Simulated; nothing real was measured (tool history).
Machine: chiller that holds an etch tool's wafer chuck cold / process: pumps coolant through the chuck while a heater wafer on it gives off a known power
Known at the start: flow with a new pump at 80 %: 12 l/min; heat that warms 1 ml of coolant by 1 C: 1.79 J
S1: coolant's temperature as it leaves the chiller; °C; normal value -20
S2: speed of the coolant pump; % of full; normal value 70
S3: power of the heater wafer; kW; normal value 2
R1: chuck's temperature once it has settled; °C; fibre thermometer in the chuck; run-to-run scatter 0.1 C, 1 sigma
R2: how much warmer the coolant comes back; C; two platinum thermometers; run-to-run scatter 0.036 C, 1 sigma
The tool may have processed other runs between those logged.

run	hour	S1	S2	S3	R1	R2
1	0	-20	70	2	-3	6.73
2	46.7	-20	70	2	-3.2	6.71
3	84.5	-20	70	2	-3.1	6.69
4	141.5	-20	70	1.376	-8.3	4.62
5	198	-20	70	1.246	-9	4.22
6	228.6	-20	70	1.246	-9.3	4.14
7	266.3	-20	70	1.246	-9.4	4.15
8	296.6	-20	70	2	-2.8	6.77
9	330.1	-20	70	1.271	-8.9	4.23
10	366.7	-20	70	1.271	-9.1	4.3
11	404.7	-20	70	1.271	-9	4.33
12	440.2	-20	70	1.271	-8.9	4.29
13	500.1	-20	70	1.271	-8.8	4.28
14	533.6	-20	70	1.271	-8.8	4.37
15	565.8	-20	70	1.271	-8.8	4.35
# hour 575: coolant pump overhauled
16	621.5	-20	70	1.271	-8.6	4.41
# hour 667.2: coolant changed, channels flushed
17	686.1	-20	70	1.271	-10.5	4.41
18	728	-20	70	1.271	-10.1	4.37
19	764.6	-28	92	1.009	-21.9	2.56
20	823.8	-28	92	1.009	-22.1	2.55
# hour 855.8: coolant pump overhauled, once more
21	863.7	-17	70	2.597	1.8	8.41
22	896.6	-20	70	2.429	-2.8	7.85
23	936.2	-20	70	2.429	-2.4	7.91
24	979.2	-26	62	2.064	-9.1	7.69
25	1013.5	-28	70	1.797	-15	5.85
26	1053	-26	89	1.145	-19.4	2.83
27	1093.3	-26	89	1.145	-19.3	2.89
28	1136.5	-13	65	1.145	-3.9	3.99
29	1177.1	-21	88	2.249	-7.8	5.66
30	1236.3	-21	88	2.249	-7.7	5.62
31	1277.6	-27	60	1.389	-15.1	5.38
32	1311	-12	72	1.097	-3.9	3.48
33	1360.1	-10	63	2.09	7.2	7.69

Each run again, without the hidden state but with its own random variation kept:
What the log doesn't record here: heat passed by the chuck's channels, % of clean ones'; flow at a given pump speed, % of a new pump's; coolant's true temperature over the reading, C; drift of the gauge itself on chuck_c, C; drift of the gauge itself on warmer_back_c, C.
run	R1	R2
1	-5.8	6.51
2	-6.1	6.48
3	-6	6.46
4	-10.3	4.46
5	-11	4.06
6	-11.2	3.99
7	-11.4	3.99
8	-5.9	6.51
9	-11	4.06
10	-11.2	4.12
11	-11.1	4.15
12	-11.1	4.11
13	-11	4.1
14	-11	4.19
15	-11	4.16
16	-11.1	4.13
17	-11.2	4.13
18	-10.8	4.09
19	-22.4	2.4
20	-22.6	2.38
21	1.5	8.41
22	-3.2	7.84
23	-2.8	7.89
24	-9.5	7.66
25	-15.4	5.83
26	-19.7	2.82
27	-19.6	2.88
28	-4.3	3.96
29	-8.3	5.62
30	-8.3	5.58
31	-15.7	5.33
32	-4.4	3.45
33	6.5	7.61

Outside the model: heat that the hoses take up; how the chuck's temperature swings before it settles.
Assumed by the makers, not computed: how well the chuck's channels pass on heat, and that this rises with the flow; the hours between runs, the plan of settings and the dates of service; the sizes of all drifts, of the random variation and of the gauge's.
